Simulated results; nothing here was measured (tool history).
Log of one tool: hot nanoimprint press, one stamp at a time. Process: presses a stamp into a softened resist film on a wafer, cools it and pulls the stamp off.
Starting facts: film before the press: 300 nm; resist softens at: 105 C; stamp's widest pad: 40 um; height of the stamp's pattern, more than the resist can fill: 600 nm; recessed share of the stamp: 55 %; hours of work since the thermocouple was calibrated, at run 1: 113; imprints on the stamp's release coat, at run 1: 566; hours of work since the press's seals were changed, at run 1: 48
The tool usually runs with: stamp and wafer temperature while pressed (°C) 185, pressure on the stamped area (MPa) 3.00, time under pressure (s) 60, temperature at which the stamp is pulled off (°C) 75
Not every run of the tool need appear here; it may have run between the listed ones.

| run | day | stamp and wafer temperature while pressed (°C) | pressure on the stamped area (MPa) | time under pressure (s) | temperature at which the stamp is pulled off (°C) | hours of work since the thermocouple was calibrated | imprints on the stamp's release coat | hours of work since the press's seals were changed | resist left under the stamp's widest pad (angstrom) | greatest force while the stamp is pulled off (N) |
|---|---|---|---|---|---|---|---|---|---|---|
| 1 | 0.000 | 185 | 3.00 | 60 | 75 | 113 | 566 | 48 | 1187 | 129 |
| 2 | 0.304 | 185 | 3.00 | 60 | 75 | 118 | 594 | 54 | 1188 | 130 |
| 3 | 0.617 | 185 | 3.00 | 60 | 75 | 124 | 623 | 60 | 1181 | 132 |
| 4 | 0.983 | 185 | 3.00 | 60 | 75 | 131 | 658 | 67 | 1179 | 135 |
| 5 | 1.417 | 185 | 3.00 | 33 | 75 | 139 | 698 | 75 | 1479 | 134 |
| 6 | 1.667 | 185 | 3.00 | 60 | 75 | 144 | 721 | 79 | 1185 | 135 |
| 7 | 1.996 | 185 | 3.00 | 60 | 75 | 150 | 752 | 85 | 1181 | 135 |
| 8 | 2.204 | 185 | 3.00 | 33 | 75 | 154 | 771 | 89 | 1488 | 139 |
| 9 | 2.475 | 185 | 3.00 | 33 | 75 | 159 | 796 | 94 | 1479 | 136 |
| 10 | 2.762 | 185 | 3.00 | 60 | 69 | 164 | 823 | 100 | 1179 | 153 |
| 11 | 3.058 | 185 | 3.00 | 60 | 69 | 170 | 851 | 105 | 1178 | 153 |
|  | 3.217 | plate thermocouple calibrated |
| 12 | 3.458 | 174 | 3.00 | 60 | 75 | 4 | 876 | 110 | 1572 | 140 |
| 13 | 3.758 | 185 | 3.00 | 77 | 75 | 10 | 904 | 116 | 1062 | 140 |
| 14 | 4.096 | 185 | 3.00 | 103 | 75 | 16 | 936 | 122 | 941 | 136 |
| 15 | 4.404 | 185 | 3.00 | 60 | 75 | 22 | 964 | 128 | 1172 | 144 |
| 16 | 4.817 | 174 | 2.68 | 57 | 60 | 30 | 1003 | 136 | 1676 | 179 |
|  | 5.171 | plate thermocouple calibrated, once more |
| 17 | 5.342 | 197 | 3.60 | 57 | 60 | 3 | 1040 | 143 | 821 | 179 |
| 18 | 5.692 | 193 | 3.00 | 37 | 75 | 10 | 1073 | 149 | 1186 | 144 |
| 19 | 5.896 | 185 | 2.00 | 65 | 75 | 13 | 1092 | 153 | 1396 | 144 |
| 20 | 6.292 | 181 | 3.77 | 83 | 67 | 21 | 1128 | 161 | 1053 | 164 |
| 21 | 6.471 | 185 | 3.00 | 63 | 75 | 24 | 1145 | 164 | 1179 | 151 |
| 22 | 6.717 | 185 | 3.59 | 97 | 75 | 29 | 1168 | 169 | 901 | 152 |
| 23 | 7.012 | 185 | 3.59 | 97 | 75 | 34 | 1195 | 174 | 898 | 147 |
| 24 | 7.233 | 185 | 3.59 | 97 | 75 | 38 | 1216 | 178 | 903 | 152 |
| 25 | 7.646 | 189 | 3.59 | 97 | 75 | 46 | 1255 | 186 | 807 | 150 |
| 26 | 8.075 | 189 | 3.47 | 51 | 75 | 54 | 1294 | 194 | 1073 | 154 |
| 27 | 8.292 | 189 | 3.47 | 51 | 75 | 58 | 1315 | 198 | 1071 | 154 |
| 28 | 8.633 | 189 | 3.47 | 51 | 75 | 64 | 1347 | 204 | 1071 | 157 |
| 29 | 8.896 | 185 | 2.45 | 60 | 73 | 69 | 1371 | 209 | 1309 | 161 |
| 30 | 9.225 | 193 | 3.00 | 55 | 75 | 75 | 1402 | 215 | 1009 | 160 |

How the hidden state differs across the entries between the runs, from the last listed run before each to the first after it:
In the gap between runs 11 and 12: plate thermocouple calibrated (day 3.217)
  true temperature over the reading, C: 0.53 -> 0.72; pressure that arrives at the usual setting, %: 99.35 -> 99.32; grip of the stamp's worn release coat, % over a new coat's: 22.7 -> 23.4
  measured result minus the result with no hidden state, resist left under the stamp's widest pad (angstrom): -13 -> -25; greatest force while the stamp is pulled off (N): +27 -> +25
In the gap between runs 16 and 17: plate thermocouple calibrated, once more (day 5.171)
  true temperature over the reading, C: 0.82 -> -0.05; pressure that arrives at the usual setting, %: 99.17 -> 99.12; grip of the stamp's worn release coat, % over a new coat's: 26.9 -> 27.9
  measured result minus the result with no hidden state, resist left under the stamp's widest pad (angstrom): -31 -> +5; greatest force while the stamp is pulled off (N): +37 -> +39
